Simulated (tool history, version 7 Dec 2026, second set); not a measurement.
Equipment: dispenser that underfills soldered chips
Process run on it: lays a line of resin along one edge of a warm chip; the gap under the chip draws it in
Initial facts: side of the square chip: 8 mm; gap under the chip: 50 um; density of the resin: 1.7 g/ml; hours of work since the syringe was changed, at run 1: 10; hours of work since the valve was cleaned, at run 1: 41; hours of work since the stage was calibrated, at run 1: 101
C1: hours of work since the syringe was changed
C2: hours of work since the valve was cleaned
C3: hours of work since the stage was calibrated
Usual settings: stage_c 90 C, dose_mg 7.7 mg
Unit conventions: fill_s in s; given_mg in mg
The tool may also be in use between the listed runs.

{"run": 1, "hour": 0.0, "stage_c": 90, "dose_mg": 7.7, "C1": 10, "C2": 41, "C3": 101, "fill_s": 72.3, "given_mg": 7.53}
{"hour": 2.3, "done": "new syringe of resin"}
{"run": 2, "hour": 2.4, "stage_c": 90, "dose_mg": 6.76, "C1": 0, "C2": 43, "C3": 103, "fill_s": 33.1, "given_mg": 6.58}
{"run": 3, "hour": 6.1, "stage_c": 90, "dose_mg": 7.7, "C1": 3, "C2": 46, "C3": 106, "fill_s": 40.1, "given_mg": 7.45}
{"run": 4, "hour": 8.7, "stage_c": 90, "dose_mg": 7.7, "C1": 5, "C2": 48, "C3": 108, "fill_s": 47.1, "given_mg": 7.48}
{"hour": 11.0, "done": "dispensing valve cleaned and set on the balance"}
{"run": 5, "hour": 14.4, "stage_c": 90, "dose_mg": 7.7, "C1": 9, "C2": 3, "C3": 111, "fill_s": 62.5, "given_mg": 7.66}
{"run": 6, "hour": 17.6, "stage_c": 90, "dose_mg": 7.7, "C1": 11, "C2": 5, "C3": 114, "fill_s": 78, "given_mg": 7.67}
{"hour": 18.7, "done": "new syringe of resin"}
{"run": 7, "hour": 22.0, "stage_c": 90, "dose_mg": 7.7, "C1": 3, "C2": 8, "C3": 117, "fill_s": 38.5, "given_mg": 7.63}
{"run": 8, "hour": 25.2, "stage_c": 90, "dose_mg": 7.7, "C1": 5, "C2": 11, "C3": 119, "fill_s": 45.6, "given_mg": 7.59}
{"run": 9, "hour": 30.0, "stage_c": 90, "dose_mg": 7.7, "C1": 9, "C2": 14, "C3": 123, "fill_s": 65.5, "given_mg": 7.61}
{"hour": 34.0, "done": "new syringe of resin"}
{"run": 10, "hour": 35.4, "stage_c": 90, "dose_mg": 7.7, "C1": 1, "C2": 18, "C3": 127, "fill_s": 34.3, "given_mg": 7.6}
{"run": 11, "hour": 38.2, "stage_c": 90, "dose_mg": 7.7, "C1": 3, "C2": 20, "C3": 129, "fill_s": 40.6, "given_mg": 7.57}
{"run": 12, "hour": 42.9, "stage_c": 90, "dose_mg": 7.7, "C1": 7, "C2": 24, "C3": 133, "fill_s": 54.1, "given_mg": 7.58}
{"run": 13, "hour": 46.0, "stage_c": 97, "dose_mg": 9.67, "C1": 9, "C2": 26, "C3": 135, "fill_s": 49.4, "given_mg": 9.5}
{"run": 14, "hour": 48.7, "stage_c": 97, "dose_mg": 9.67, "C1": 11, "C2": 28, "C3": 137, "fill_s": 58.2, "given_mg": 9.47}

Expected results for the next run?
{"hour": 49.3, "done": "new syringe of resin"}
{"run": 15, "hour": 52.3, "stage_c": 97, "dose_mg": 9.67, "C1": 2, "C2": 31, "C3": 140, "fill_s": "?", "given_mg": "?"}

Run 15 yielded fill_s 27.7 s, given_mg 9.45 mg.
Minus the tool's unlogged condition, the same run would have read fill_s 23.3 s, given_mg 9.68 mg.
